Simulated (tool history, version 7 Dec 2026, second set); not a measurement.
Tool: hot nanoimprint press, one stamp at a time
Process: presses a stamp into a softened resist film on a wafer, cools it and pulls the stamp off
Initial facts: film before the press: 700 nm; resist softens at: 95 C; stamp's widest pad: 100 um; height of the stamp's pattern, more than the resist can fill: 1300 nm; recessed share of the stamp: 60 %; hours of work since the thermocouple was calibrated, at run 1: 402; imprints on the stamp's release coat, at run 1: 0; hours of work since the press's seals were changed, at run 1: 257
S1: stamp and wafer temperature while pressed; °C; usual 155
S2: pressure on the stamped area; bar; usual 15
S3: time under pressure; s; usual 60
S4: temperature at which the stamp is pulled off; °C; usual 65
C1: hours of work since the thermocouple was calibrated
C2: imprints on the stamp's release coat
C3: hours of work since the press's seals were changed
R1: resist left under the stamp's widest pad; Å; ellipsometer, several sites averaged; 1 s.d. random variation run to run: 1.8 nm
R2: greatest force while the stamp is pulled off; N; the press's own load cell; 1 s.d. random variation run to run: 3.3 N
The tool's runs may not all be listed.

| run | hour | S1 | S2 | S3 | S4 | C1 | C2 | C3 | R1 | R2 |
|---|---|---|---|---|---|---|---|---|---|---|
| 1 | 0 | 155 | 15 | 60 | 65 | 402 | 0 | 257 | 3347 | 200 |
| 2 | 37.9 | 153 | 15 | 60 | 65 | 421 | 124 | 276 | 3595 | 200 |
|  | 86.5 | plate thermocouple calibrated |
| 3 | 107.6 | 153 | 15 | 60 | 65 | 11 | 343 | 309 | 3688 | 210 |
| 4 | 159.1 | 153 | 15 | 60 | 65 | 36 | 512 | 335 | 3743 | 226 |
| 5 | 190.8 | 153 | 15 | 60 | 65 | 52 | 616 | 351 | 3707 | 234 |
| 6 | 235.6 | 164 | 15 | 60 | 65 | 74 | 764 | 373 | 2309 | 237 |
| 7 | 300.2 | 162 | 15 | 60 | 65 | 106 | 976 | 405 | 2527 | 239 |
|  | 311.5 | plate thermocouple calibrated, once more |
| 8 | 366.6 | 162 | 15 | 60 | 65 | 27 | 1184 | 437 | 2290 | 243 |
|  | 413.8 | stamp cleaned and given a new release coat |
| 9 | 431.6 | 162 | 17.3 | 60 | 65 | 57 | 59 | 466 | 2110 | 201 |
| 10 | 465.1 | 162 | 17.3 | 60 | 65 | 73 | 169 | 483 | 2098 | 208 |
| 11 | 516.5 | 162 | 17.3 | 60 | 65 | 99 | 338 | 508 | 2136 | 209 |
| 12 | 558.2 | 155 | 10.4 | 60 | 65 | 120 | 475 | 529 | 3830 | 216 |
| 13 | 587.9 | 155 | 15 | 60 | 65 | 135 | 572 | 544 | 3143 | 230 |
| 14 | 648 | 155 | 10.9 | 60 | 65 | 164 | 770 | 574 | 3772 | 228 |
| 15 | 677.8 | 155 | 10.9 | 60 | 65 | 179 | 868 | 589 | 3753 | 241 |
| 16 | 726.6 | 155 | 10.9 | 60 | 65 | 204 | 1028 | 613 | 3833 | 239 |
| 17 | 779.4 | 149 | 20.1 | 30 | 65 | 230 | 1201 | 639 | 4464 | 251 |
|  | 820.1 | stamp cleaned and given a new release coat |
| 18 | 834.1 | 144 | 12.8 | 60 | 65 | 254 | 46 | 663 | 5501 | 204 |
| 19 | 880.1 | 143 | 21 | 45 | 65 | 277 | 197 | 686 | 5106 | 211 |
| 20 | 939.4 | 143 | 21 | 45 | 65 | 306 | 392 | 716 | 5132 | 224 |
|  | 1007.2 | press's hydraulic seals changed and the load cell set to zero |
| 21 | 1007.2 | 146 | 15 | 30 | 65 | 336 | 588 | 0 | 5496 | 227 |
| 22 | 1035.9 | 146 | 15 | 30 | 65 | 350 | 682 | 14 | 5547 | 227 |
| 23 | 1068.3 | 146 | 15 | 30 | 65 | 367 | 789 | 30 | 5590 | 225 |
| 24 | 1102.7 | 146 | 15 | 30 | 50 | 384 | 902 | 48 | 5550 | 250 |
| 25 | 1145.6 | 155 | 23.7 | 103 | 71 | 405 | 1043 | 69 | 2074 | 238 |
| 26 | 1192.2 | 144 | 19.8 | 80 | 71 | 428 | 1196 | 92 | 4381 | 241 |
|  | 1222.3 | plate thermocouple calibrated |
| 27 | 1228.8 | 164 | 9.7 | 49 | 62 | 3 | 1306 | 109 | 2838 | 260 |
|  | 1238.9 | stamp cleaned and given a new release coat |
| 28 | 1272.3 | 164 | 9.7 | 49 | 62 | 22 | 109 | 127 | 2898 | 207 |
| 29 | 1330.2 | 152 | 15 | 60 | 65 | 51 | 300 | 156 | 3479 | 209 |

What if the next run were any one of these 3? Each begins from the tool's condition after run 29:
| A | 1379.4 | 155 | 23.6 | 66 | 58 | 75 | 461 | 181 | ? | ? |
| B | 1379.4 | 153 | 15 | 60 | 65 | 75 | 461 | 181 | ? | ? |
| C | 1379.4 | 152 | 13.9 | 117 | 72 | 75 | 461 | 181 | ? | ? |

| run | R1 | R2 |
|---|---|---|
| A | 2303 | 230 |
| B | 3354 | 219 |
| C | 2976 | 209 |
Had the tool no hidden state, the same runs would have come out as:
| run | R1 | R2 |
|---|---|---|
| A | 2263 | 211 |
| B | 3311 | 200 |
| C | 2938 | 192 |
